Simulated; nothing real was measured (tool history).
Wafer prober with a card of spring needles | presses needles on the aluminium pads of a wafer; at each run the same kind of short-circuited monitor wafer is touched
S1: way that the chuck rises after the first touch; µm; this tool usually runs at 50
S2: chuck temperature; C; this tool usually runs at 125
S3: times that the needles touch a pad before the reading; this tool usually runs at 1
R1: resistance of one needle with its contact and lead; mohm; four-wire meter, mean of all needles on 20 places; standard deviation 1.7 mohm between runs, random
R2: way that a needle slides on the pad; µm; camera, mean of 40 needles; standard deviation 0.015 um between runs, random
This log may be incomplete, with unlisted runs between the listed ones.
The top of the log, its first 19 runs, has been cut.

Run 20, hour 319: usual settings but S1 64 µm, S2 51 C, S3 2. Result: R1 153 mohm, R2 8.41 µm.
At hour 321.1: tips cleaned on abrasive film.
Run 21, hour 341.4: usual settings but S1 57 µm, S2 72 C. Result: R1 160 mohm, R2 7.45 µm.
At hour 345.6: tips cleaned on abrasive film.
Run 22, hour 357.9: usual settings but S1 36 µm, S2 72 C, S3 3. Result: R1 171 mohm, R2 4.71 µm.
At hour 370.1: tips cleaned on abrasive film.
Run 23, hour 370.1: usual settings but S1 42 µm, S2 33 C. Result: R1 161 mohm, R2 5.53 µm.
Run 24, hour 393: usual settings but S1 42 µm, S2 33 C. Result: R1 159 mohm, R2 5.49 µm.
At hour 394.8: tips cleaned on abrasive film.
Run 25, hour 409: usual settings but S1 41 µm, S2 85 C, S3 3. Result: R1 174 mohm, R2 5.39 µm.
At hour 419.7: tips cleaned on abrasive film.
Run 26, hour 420.8: usual settings but S1 41 µm, S2 85 C, S3 3. Result: R1 169 mohm, R2 5.37 µm.
Run 27, hour 435.2: usual settings but S1 62 µm, S2 101 C. Result: R1 166 mohm, R2 8.12 µm.
At hour 445.7: tips cleaned on abrasive film.
Run 28, hour 454.2: usual settings but S1 45 µm, S2 101 C. Result: R1 169 mohm, R2 5.9 µm.
At hour 471.3: tips cleaned on abrasive film.
Run 29, hour 475.4: usual settings but S1 54 µm, S2 36 C, S3 3. Result: R1 157 mohm, R2 7.13 µm.
At hour 496.1: tips cleaned on abrasive film.
At hour 496.4: height of the first contact set anew.
Run 30, hour 496.7: usual settings but S1 49 µm, S2 56 C. Result: R1 160 mohm, R2 6.41 µm.
Run 31, hour 508.6: usual settings but S1 32 µm, S2 30 C. Result: R1 166 mohm, R2 4.19 µm.
Run 32, hour 519.1: usual settings but S1 57 µm, S2 30 C, S3 2. Result: R1 155 mohm, R2 7.48 µm.
At hour 520.5: tips cleaned on abrasive film.
Run 33, hour 541.2: usual settings but S1 57 µm, S2 30 C, S3 2. Result: R1 153 mohm, R2 7.49 µm.

3 ways to go on from here, each from the tool as it stands after run 33. What would each give?
At hour 545.7: tips cleaned on abrasive film.
Run A, hour 554.1: usual settings but S1 46 µm, S2 30 C, S3 2. Result: R1 ?, R2 ?.
At hour 545.7: tips cleaned on abrasive film.
Run B, hour 554.1: usual settings but S1 39 µm, S2 35 C. Result: R1 ?, R2 ?.
At hour 545.7: tips cleaned on abrasive film.
Run C, hour 554.1: usual settings but S1 34 µm. Result: R1 ?, R2 ?.

run   R1    R2
  A  156  6.03
  B  163   5.1
  C  185  4.45
The same runs, with their run-to-run variation unchanged, on a tool lacking any hidden condition would have given:
run   R1    R2
  A  156  6.03
  B  163   5.1
  C  185  4.45
